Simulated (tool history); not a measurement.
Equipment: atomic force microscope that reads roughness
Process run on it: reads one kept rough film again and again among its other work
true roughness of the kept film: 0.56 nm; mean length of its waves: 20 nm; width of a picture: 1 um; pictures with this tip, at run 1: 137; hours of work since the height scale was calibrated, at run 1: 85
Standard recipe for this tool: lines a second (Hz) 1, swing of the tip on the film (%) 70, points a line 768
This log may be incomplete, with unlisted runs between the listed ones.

| run | hour | lines a second (Hz) | swing of the tip on the film (%) | points a line | pictures with this tip | hours of work since the height scale was calibrated | roughness of the kept film (nm (root mean square)) |
|---|---|---|---|---|---|---|---|
| 1 | 0 | 1 | 70 | 768 | 137 | 85 | 0.52 |
| 2 | 8.6 | 1 | 70 | 768 | 143 | 89 | 0.52 |
| 3 | 13.3 | 1 | 70 | 768 | 147 | 91 | 0.521 |
| 4 | 22 | 1 | 70 | 768 | 154 | 95 | 0.526 |
| 5 | 26.8 | 1 | 70 | 768 | 158 | 97 | 0.52 |
| 6 | 32.6 | 3.43 | 70 | 768 | 163 | 100 | 0.47 |
| 7 | 41 | 3.43 | 70 | 768 | 170 | 104 | 0.476 |
| 8 | 50.6 | 3.43 | 70 | 768 | 178 | 108 | 0.472 |
| 9 | 58.8 | 0.8 | 61 | 768 | 184 | 112 | 0.536 |
| 10 | 69.5 | 0.8 | 61 | 768 | 193 | 116 | 0.535 |
| 11 | 74.3 | 1 | 75 | 768 | 197 | 118 | 0.514 |
| 12 | 79.6 | 1 | 75 | 768 | 201 | 121 | 0.51 |
| 13 | 85.4 | 1 | 75 | 768 | 206 | 123 | 0.515 |
| 14 | 94.2 | 1 | 75 | 656 | 213 | 127 | 0.519 |
| 15 | 103.6 | 1.2 | 79 | 360 | 220 | 131 | 0.497 |
| 16 | 111 | 2.31 | 85 | 471 | 227 | 135 | 0.443 |

5 options for the next run, each taken on its own from the tool as it stands now. Forecast them:
| A | 120 | 1 | 57 | 971 | 234 | 139 | ? |
| B | 120 | 3.08 | 60 | 338 | 234 | 139 | ? |
| C | 120 | 3.26 | 75 | 573 | 234 | 139 | ? |
| D | 120 | 3.74 | 77 | 921 | 234 | 139 | ? |
| E | 120 | 1.24 | 80 | 783 | 234 | 139 | ? |

| run | roughness of the kept film (nm (root mean square)) |
|---|---|
| A | 0.528 |
| B | 0.497 |
| C | 0.461 |
| D | 0.444 |
| E | 0.497 |
Without the tool's hidden state the same runs would have given:
| run | roughness of the kept film (nm (root mean square)) |
|---|---|
| A | 0.53 |
| B | 0.498 |
| C | 0.462 |
| D | 0.446 |
| E | 0.499 |
